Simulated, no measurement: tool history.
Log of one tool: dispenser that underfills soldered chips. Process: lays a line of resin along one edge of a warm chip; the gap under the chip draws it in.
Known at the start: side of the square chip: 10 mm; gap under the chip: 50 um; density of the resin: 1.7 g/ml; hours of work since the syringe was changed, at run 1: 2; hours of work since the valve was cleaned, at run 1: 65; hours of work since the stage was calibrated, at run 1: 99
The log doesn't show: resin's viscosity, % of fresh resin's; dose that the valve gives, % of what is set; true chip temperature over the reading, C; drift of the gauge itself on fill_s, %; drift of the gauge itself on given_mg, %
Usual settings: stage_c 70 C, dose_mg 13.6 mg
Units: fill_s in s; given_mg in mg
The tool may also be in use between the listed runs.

| run | hour | stage_c | dose_mg | hours of work since the syringe was changed | hours of work since the valve was cleaned | hours of work since the stage was calibrated | fill_s | given_mg |
|---|---|---|---|---|---|---|---|---|
| 1 | 0.0 | 70 | 13.6 | 2 | 65 | 99 | 144.0 | 13.13 |
| 2 | 3.3 | 70 | 15.3 | 4 | 67 | 102 | 169.1 | 14.95 |
| 3 | 7.2 | 70 | 15.3 | 7 | 70 | 105 | 203.9 | 14.97 |
| 4 | 11.7 | 70 | 16.5 | 11 | 74 | 108 | 252.4 | 16.01 |
|  | 12.2 | new syringe of resin |
| 5 | 16.1 | 70 | 16.5 | 3 | 77 | 112 | 149.9 | 16.04 |
| 6 | 20.7 | 70 | 16.5 | 6 | 80 | 115 | 192.0 | 15.89 |
| 7 | 22.7 | 70 | 13.6 | 8 | 82 | 117 | 215.0 | 13.01 |
|  | 27.1 | new syringe of resin |
| 8 | 27.6 | 70 | 17.2 | 0 | 85 | 120 | 128.9 | 16.61 |
| 9 | 29.5 | 70 | 17.2 | 2 | 87 | 122 | 144.1 | 16.47 |
| 10 | 33.2 | 70 | 15.2 | 5 | 90 | 124 | 172.2 | 14.58 |
| 11 | 37.5 | 70 | 12.1 | 8 | 93 | 128 | 221.7 | 11.49 |
| 12 | 40.2 | 70 | 12.1 | 10 | 95 | 130 | 249.8 | 11.57 |
|  | 41.8 | new syringe of resin |
| 13 | 43.1 | 70 | 13.6 | 1 | 97 | 132 | 134.3 | 13.04 |
| 14 | 47.4 | 70 | 13.6 | 4 | 100 | 135 | 168.9 | 13.07 |
| 15 | 49.6 | 70 | 13.6 | 6 | 102 | 137 | 187.3 | 13.00 |
| 16 | 52.4 | 70 | 13.6 | 8 | 104 | 139 | 215.8 | 13.07 |
| 17 | 54.3 | 70 | 13.6 | 10 | 105 | 140 | 236.6 | 13.01 |
|  | 56.5 | new syringe of resin |
| 18 | 57.1 | 63 | 13.6 | 0 | 107 | 142 | 163.9 | 13.01 |
| 19 | 59.9 | 72 | 13.0 | 3 | 109 | 144 | 143.3 | 12.40 |
| 20 | 62.5 | 59 | 11.8 | 5 | 111 | 146 | 251.2 | 11.20 |
| 21 | 65.1 | 81 | 12.1 | 7 | 113 | 148 | 144.1 | 11.50 |
| 22 | 68.5 | 69 | 12.1 | 9 | 116 | 151 | 243.0 | 11.48 |
|  | 71.4 | new syringe of resin |
| 23 | 71.8 | 69 | 13.0 | 0 | 118 | 153 | 132.8 | 12.39 |
| 24 | 76.0 | 69 | 13.0 | 4 | 121 | 156 | 161.5 | 12.44 |
| 25 | 77.9 | 78 | 13.6 | 5 | 123 | 158 | 135.6 | 12.83 |
| 26 | 79.7 | 61 | 16.8 | 6 | 124 | 159 | 245.5 | 15.93 |
| 27 | 82.3 | 83 | 12.3 | 8 | 126 | 161 | 148.5 | 11.65 |
|  | 83.9 | dispensing valve cleaned and set on the balance |
|  | 87.1 | new syringe of resin |
| 28 | 87.1 | 83 | 12.3 | 0 | 2 | 164 | 90.8 | 12.33 |
| 29 | 89.2 | 80 | 17.0 | 2 | 4 | 165 | 103.6 | 17.13 |
| 30 | 93.3 | 69 | 16.6 | 5 | 7 | 168 | 179.7 | 16.56 |
| 31 | 97.4 | 69 | 16.6 | 8 | 10 | 172 | 217.9 | 16.73 |
| 32 | 101.4 | 66 | 16.6 | 11 | 13 | 175 | 289.1 | 16.58 |
|  | 102.1 | new syringe of resin |
| 33 | 104.0 | 66 | 13.7 | 1 | 15 | 176 | 162.2 | 13.67 |
| 34 | 107.9 | 65 | 13.6 | 4 | 18 | 179 | 203.0 | 13.46 |
| 35 | 110.1 | 74 | 12.3 | 6 | 19 | 181 | 172.4 | 12.06 |

Forecast each of these 5 alternatives for the next run:
| A | 112.5 | 79 | 14.5 | 8 | 21 | 183 | ? | ? |
| B | 112.5 | 57 | 13.9 | 8 | 21 | 183 | ? | ? |
| C | 112.5 | 60 | 12.3 | 8 | 21 | 183 | ? | ? |
| D | 112.5 | 57 | 14.5 | 8 | 21 | 183 | ? | ? |
| E | 112.5 | 73 | 16.2 | 8 | 21 | 183 | ? | ? |

| run | fill_s | given_mg |
|---|---|---|
| A | 163.7 | 14.42 |
| B | 331.4 | 13.74 |
| C | 297.7 | 12.26 |
| D | 325.9 | 14.49 |
| E | 193.7 | 16.08 |
Without the tool's hidden state the same runs would have given:
| run | fill_s | given_mg |
|---|---|---|
| A | 95.7 | 14.55 |
| B | 193.0 | 13.87 |
| C | 173.3 | 12.37 |
| D | 189.7 | 14.63 |
| E | 113.1 | 16.23 |

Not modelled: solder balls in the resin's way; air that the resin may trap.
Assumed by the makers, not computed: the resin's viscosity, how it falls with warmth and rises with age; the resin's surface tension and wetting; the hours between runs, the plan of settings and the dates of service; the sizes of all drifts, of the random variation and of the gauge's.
